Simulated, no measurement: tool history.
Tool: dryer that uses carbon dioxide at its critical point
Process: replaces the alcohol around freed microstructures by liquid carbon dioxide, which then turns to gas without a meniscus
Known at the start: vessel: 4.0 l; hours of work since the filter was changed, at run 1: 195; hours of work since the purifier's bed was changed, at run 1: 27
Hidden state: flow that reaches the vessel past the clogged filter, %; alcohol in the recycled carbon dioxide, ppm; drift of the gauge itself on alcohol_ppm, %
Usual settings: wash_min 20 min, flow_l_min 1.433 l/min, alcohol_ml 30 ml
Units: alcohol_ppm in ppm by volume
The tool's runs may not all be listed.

run,hour,wash_min,flow_l_min,alcohol_ml,hours of work since the filter was changed,hours of work since the purifier's bed was changed,alcohol_ppm
1,0,20,1.433,30,195,27,41
2,16.4,20,1.433,30,201,33,47
3,47.9,20,1.433,30,213,45,40
4,67.9,20,1.433,30,221,53,44
5,95.5,20,1.433,104,231,64,114
6,124,20,1.433,30,242,75,57
7,156,27,1.433,30,254,87,27
8,172.8,27,1.433,30,261,93,31
9,208.5,27,1.433,30,274,107,39
10,231,27,1.433,30,283,115,33
11,265.1,27,1.433,30,296,128,44
12,285,27,1.82,30,304,136,44
13,303.3,20,1.433,30,311,143,59
14,328.7,20,1.433,30,320,153,72
15,359.5,20,1.433,30,332,165,71
16,388.6,20,1.433,30,343,176,79
17,418.2,20,0.92,30,354,187,253
# hour 446.2: inlet filter changed
18,449.4,20,1.433,30,1,198,82
19,484.6,20,1.29,30,15,212,102
20,505.7,20,1.29,30,23,220,102
21,532.7,20,1.29,30,33,230,119
22,551.9,20,1.433,30,40,238,98
23,585.3,20,1.433,30,53,250,94
24,609.7,20,1.433,30,62,260,91
25,640.4,28,2.14,26,74,271,75
26,660,20,1.93,45,82,279,85
27,682.8,20,1.93,45,90,288,80
28,712.6,20,0.97,70,102,299,412
29,743,20,0.97,70,113,311,423
30,762.9,20,0.97,70,121,318,425
31,778,20,1.57,22,127,324,103
32,795.1,20,2.25,21,133,331,99
33,813.5,20,2.25,21,140,338,101
34,835.4,19,1.24,29,149,346,161
35,861.9,19,1,29,159,356,253
36,897.1,13,1.59,70,172,370,379
37,921.6,21,1.7,30,182,379,111
38,945.1,21,1.7,30,191,388,106
39,971.8,21,1.7,30,201,398,109
40,1003.6,19,1.55,21,213,410,133
41,1027.3,14,2.2,21,222,419,123
42,1055,14,2.2,21,233,430,132
43,1085.8,14,2.2,21,244,442,148
44,1115.1,20,1.46,28,256,453,141
45,1141.6,19,2.26,113,266,463,141
46,1166.7,18,1.43,21,275,472,167
47,1186.5,18,1.43,21,283,480,175

4 ways to go on from here, each from the tool as it stands after run 47. What would each give?
A,1209.4,20,2.06,60,292,489,?
B,1209.4,20,0.97,30,292,489,?
C,1209.4,30,1.433,30,292,489,?
D,1209.4,13,1.54,77,292,489,?

run,alcohol_ppm
A,146
B,300
C,140
D,501
Without the tool's hidden state the same runs would have given:
run,alcohol_ppm
A,6
B,137
C,2
D,306
